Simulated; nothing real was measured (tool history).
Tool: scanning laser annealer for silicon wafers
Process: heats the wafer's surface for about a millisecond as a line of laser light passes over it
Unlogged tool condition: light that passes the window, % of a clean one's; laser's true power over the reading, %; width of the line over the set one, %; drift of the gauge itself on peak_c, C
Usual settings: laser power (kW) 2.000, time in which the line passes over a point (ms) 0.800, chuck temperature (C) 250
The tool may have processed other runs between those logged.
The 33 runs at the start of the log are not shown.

run	day	laser power (kW)	time in which the line passes over a point (ms)	chuck temperature (C)	hours of work since the window was cleaned	hours of work since the power meter was calibrated	hours of work since the optics were aligned	highest temperature of the surface (C)
34	32.846	1.890	0.955	250	122	1040	118	1123
35	33.504	2.046	0.697	250	131	1049	127	1033
36	34.267	1.939	0.697	243	142	1060	138	985
37	35.258	2.000	0.895	267	157	1075	152	1152
38	36.033	1.974	0.895	249	168	1086	163	1118
39	37.479	2.068	0.800	266	188	1106	184	1122
40	38.329	2.051	0.800	261	200	1119	196	1112
41	39.525	1.748	0.990	270	218	1136	213	1087
42	40.667	1.748	0.990	270	234	1152	229	1091

3 options for the next run, each taken on its own from the tool as it stands now. Forecast them:
A	41.629	2.132	0.808	220	248	1166	243	?
B	41.629	1.877	0.712	284	248	1166	243	?
C	41.629	2.125	0.743	243	248	1166	243	?

run	highest temperature of the surface (C)
A	1105
B	1007
C	1087
Had the tool no hidden state, the same runs would have come out as:
run	highest temperature of the surface (C)
A	1105
B	1007
C	1087
